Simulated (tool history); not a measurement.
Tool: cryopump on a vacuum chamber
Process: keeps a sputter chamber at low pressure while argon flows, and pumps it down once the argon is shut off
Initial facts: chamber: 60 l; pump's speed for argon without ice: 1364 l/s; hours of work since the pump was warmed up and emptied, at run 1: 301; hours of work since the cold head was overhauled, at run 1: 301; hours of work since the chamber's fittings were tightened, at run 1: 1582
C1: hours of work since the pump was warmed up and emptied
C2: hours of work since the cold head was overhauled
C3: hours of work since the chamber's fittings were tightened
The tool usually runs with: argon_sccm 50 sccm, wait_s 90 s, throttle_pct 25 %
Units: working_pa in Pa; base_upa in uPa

{"run": 1, "hour": 0.0, "argon_sccm": 50, "wait_s": 90, "throttle_pct": 25, "C1": 301, "C2": 301, "C3": 1582, "working_pa": 0.2524, "base_upa": 2.72}
{"run": 2, "hour": 36.6, "argon_sccm": 50, "wait_s": 90, "throttle_pct": 25, "C1": 319, "C2": 319, "C3": 1600, "working_pa": 0.2521, "base_upa": 2.63}
{"run": 3, "hour": 64.9, "argon_sccm": 27, "wait_s": 90, "throttle_pct": 25, "C1": 333, "C2": 333, "C3": 1614, "working_pa": 0.1368, "base_upa": 2.82}
{"run": 4, "hour": 115.4, "argon_sccm": 27, "wait_s": 90, "throttle_pct": 25, "C1": 358, "C2": 358, "C3": 1639, "working_pa": 0.1365, "base_upa": 2.83}
{"run": 5, "hour": 150.6, "argon_sccm": 27, "wait_s": 90, "throttle_pct": 25, "C1": 376, "C2": 376, "C3": 1656, "working_pa": 0.1362, "base_upa": 2.81}
{"run": 6, "hour": 198.6, "argon_sccm": 50, "wait_s": 90, "throttle_pct": 25, "C1": 399, "C2": 399, "C3": 1680, "working_pa": 0.2538, "base_upa": 2.9}
{"run": 7, "hour": 234.9, "argon_sccm": 50, "wait_s": 90, "throttle_pct": 25, "C1": 417, "C2": 417, "C3": 1698, "working_pa": 0.2533, "base_upa": 2.85}
{"run": 8, "hour": 280.4, "argon_sccm": 50, "wait_s": 90, "throttle_pct": 25, "C1": 440, "C2": 440, "C3": 1720, "working_pa": 0.252, "base_upa": 2.94}
{"run": 9, "hour": 310.4, "argon_sccm": 50, "wait_s": 242, "throttle_pct": 25, "C1": 455, "C2": 455, "C3": 1735, "working_pa": 0.2557, "base_upa": 2.28}
{"run": 10, "hour": 347.8, "argon_sccm": 50, "wait_s": 242, "throttle_pct": 25, "C1": 473, "C2": 473, "C3": 1754, "working_pa": 0.2578, "base_upa": 2.29}
{"run": 11, "hour": 381.6, "argon_sccm": 50, "wait_s": 90, "throttle_pct": 25, "C1": 490, "C2": 490, "C3": 1771, "working_pa": 0.2568, "base_upa": 3}
{"run": 12, "hour": 418.8, "argon_sccm": 50, "wait_s": 90, "throttle_pct": 18, "C1": 508, "C2": 508, "C3": 1789, "working_pa": 0.3558, "base_upa": 3.06}
{"run": 13, "hour": 467.4, "argon_sccm": 50, "wait_s": 90, "throttle_pct": 18, "C1": 532, "C2": 532, "C3": 1813, "working_pa": 0.3532, "base_upa": 3.01}
{"run": 14, "hour": 509.6, "argon_sccm": 26, "wait_s": 90, "throttle_pct": 18, "C1": 553, "C2": 553, "C3": 1834, "working_pa": 0.1841, "base_upa": 3.12}
{"run": 15, "hour": 533.2, "argon_sccm": 64, "wait_s": 57, "throttle_pct": 33, "C1": 565, "C2": 565, "C3": 1846, "working_pa": 0.2517, "base_upa": 3.62}
{"run": 16, "hour": 571.6, "argon_sccm": 67, "wait_s": 128, "throttle_pct": 25, "C1": 584, "C2": 584, "C3": 1864, "working_pa": 0.3451, "base_upa": 2.87}
{"run": 17, "hour": 600.1, "argon_sccm": 51, "wait_s": 133, "throttle_pct": 20, "C1": 598, "C2": 598, "C3": 1879, "working_pa": 0.3244, "base_upa": 2.89}
{"run": 18, "hour": 642.9, "argon_sccm": 51, "wait_s": 133, "throttle_pct": 20, "C1": 619, "C2": 619, "C3": 1900, "working_pa": 0.3274, "base_upa": 2.84}
{"run": 19, "hour": 666.8, "argon_sccm": 79, "wait_s": 33, "throttle_pct": 35, "C1": 631, "C2": 631, "C3": 1912, "working_pa": 0.2961, "base_upa": 5.05}
{"run": 20, "hour": 693.2, "argon_sccm": 79, "wait_s": 33, "throttle_pct": 35, "C1": 644, "C2": 644, "C3": 1925, "working_pa": 0.2969, "base_upa": 4.99}
{"run": 21, "hour": 737.6, "argon_sccm": 79, "wait_s": 33, "throttle_pct": 35, "C1": 666, "C2": 666, "C3": 1947, "working_pa": 0.2984, "base_upa": 5.06}
{"run": 22, "hour": 770.7, "argon_sccm": 79, "wait_s": 33, "throttle_pct": 35, "C1": 682, "C2": 682, "C3": 1963, "working_pa": 0.2979, "base_upa": 4.9}
{"run": 23, "hour": 793.8, "argon_sccm": 79, "wait_s": 42, "throttle_pct": 41, "C1": 694, "C2": 694, "C3": 1974, "working_pa": 0.258, "base_upa": 4.54}
{"run": 24, "hour": 818.8, "argon_sccm": 50, "wait_s": 90, "throttle_pct": 42, "C1": 706, "C2": 706, "C3": 1987, "working_pa": 0.1613, "base_upa": 3.25}
{"run": 25, "hour": 847.3, "argon_sccm": 49, "wait_s": 68, "throttle_pct": 55, "C1": 720, "C2": 720, "C3": 2001, "working_pa": 0.1225, "base_upa": 3.61}

3 options for the next run, each taken on its own from the tool as it stands now. Forecast them:
{"run": "A", "hour": 896.2, "argon_sccm": 50, "wait_s": 127, "throttle_pct": 54, "C1": 744, "C2": 744, "C3": 2025, "working_pa": "?", "base_upa": "?"}
{"run": "B", "hour": 896.2, "argon_sccm": 31, "wait_s": 90, "throttle_pct": 31, "C1": 744, "C2": 744, "C3": 2025, "working_pa": "?", "base_upa": "?"}
{"run": "C", "hour": 896.2, "argon_sccm": 50, "wait_s": 165, "throttle_pct": 16, "C1": 744, "C2": 744, "C3": 2025, "working_pa": "?", "base_upa": "?"}

run=A working_pa=0.1281 base_upa=3.1
run=B working_pa=0.1324 base_upa=3.36
run=C working_pa=0.4011 base_upa=2.9
Take away the tool's hidden state, keep each run's random variation, and the runs would have read:
run=A working_pa=0.1149 base_upa=0.97
run=B working_pa=0.1242 base_upa=1.28
run=C working_pa=0.3879 base_upa=0.8
